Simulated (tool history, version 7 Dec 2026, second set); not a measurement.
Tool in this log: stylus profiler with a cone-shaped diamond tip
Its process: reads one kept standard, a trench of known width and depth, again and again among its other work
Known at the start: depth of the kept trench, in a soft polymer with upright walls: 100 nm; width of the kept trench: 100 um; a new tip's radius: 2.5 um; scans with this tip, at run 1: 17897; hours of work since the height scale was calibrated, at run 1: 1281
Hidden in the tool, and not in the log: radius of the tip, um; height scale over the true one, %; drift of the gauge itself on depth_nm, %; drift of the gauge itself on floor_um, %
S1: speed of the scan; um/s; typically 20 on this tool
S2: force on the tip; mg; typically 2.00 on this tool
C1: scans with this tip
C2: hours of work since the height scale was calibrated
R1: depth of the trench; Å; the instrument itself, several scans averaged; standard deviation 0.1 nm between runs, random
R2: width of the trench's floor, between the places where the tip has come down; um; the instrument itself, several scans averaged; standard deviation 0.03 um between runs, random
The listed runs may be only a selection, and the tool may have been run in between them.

Run 1, hour 0.0: usual settings; C1 17897; C2 1281. Result: R1 1018.0 Å, R2 97.47 um.
Run 2, hour 115.0: usual settings; C1 18942; C2 1355. Result: R1 1021.0 Å, R2 97.42 um.
Run 3, hour 177.5: usual settings; C1 19508; C2 1396. Result: R1 1018.1 Å, R2 97.39 um.
At hour 194.5: new tip fitted, height scale calibrated.
Run 4, hour 232.6: usual settings; C1 347; C2 25. Result: R1 1012.0 Å, R2 98.46 um.
Run 5, hour 336.1: usual settings but S1 9 um/s; C1 1287; C2 92. Result: R1 1013.6 Å, R2 98.48 um.
Run 6, hour 432.7: usual settings but S1 9 um/s; C1 2163; C2 155. Result: R1 1013.8 Å, R2 98.38 um.
Run 7, hour 481.9: usual settings but S1 9 um/s; C1 2611; C2 187. Result: R1 1015.7 Å, R2 98.31 um.
Run 8, hour 569.6: usual settings; C1 3406; C2 244. Result: R1 1014.8 Å, R2 98.18 um.
Run 9, hour 617.7: usual settings; C1 3843; C2 275. Result: R1 1014.2 Å, R2 98.22 um.
Run 10, hour 712.9: usual settings; C1 4707; C2 337. Result: R1 1013.1 Å, R2 98.11 um.
Run 11, hour 798.5: usual settings but S1 11 um/s, S2 1.49 mg; C1 5485; C2 392. Result: R1 1012.9 Å, R2 98.17 um.
Run 12, hour 860.6: usual settings but S1 11 um/s, S2 1.49 mg; C1 6049; C2 433. Result: R1 1011.0 Å, R2 98.11 um.
Run 13, hour 938.3: usual settings but S1 11 um/s, S2 1.49 mg; C1 6754; C2 483. Result: R1 1010.9 Å, R2 98.02 um.
Run 14, hour 1000.2: usual settings but S1 10 um/s, S2 0.98 mg; C1 7316; C2 523. Result: R1 1008.2 Å, R2 98.03 um.
Run 15, hour 1052.4: usual settings but S1 8 um/s, S2 1.04 mg; C1 7790; C2 557. Result: R1 1009.7 Å, R2 98.01 um.
Run 16, hour 1145.0: usual settings but S1 8 um/s, S2 1.04 mg; C1 8630; C2 618. Result: R1 1010.3 Å, R2 97.95 um.
Run 17, hour 1233.3: usual settings but S1 51 um/s, S2 2.78 mg; C1 9432; C2 675. Result: R1 1019.2 Å, R2 97.67 um.
Run 18, hour 1314.8: usual settings but S1 21 um/s, S2 1.71 mg; C1 10172; C2 728. Result: R1 1014.7 Å, R2 97.82 um.

Forecast each of these 3 alternatives for the next run:
Run A, hour 1414.4: usual settings but S1 43 um/s; C1 11077; C2 793. Result: R1 ?, R2 ?.
Run B, hour 1414.4: usual settings but S1 12 um/s, S2 1.71 mg; C1 11077; C2 793. Result: R1 ?, R2 ?.
Run C, hour 1414.4: usual settings but S2 4.08 mg; C1 11077; C2 793. Result: R1 ?, R2 ?.

run      R1     R2
  A  1015.3  97.57
  B  1014.3  97.80
  C  1023.8  97.81
With the hidden condition removed and each run's random variation left untouched, the same runs would have given:
run      R1     R2
  A  1011.9  98.31
  B  1011.0  98.54
  C  1020.4  98.55
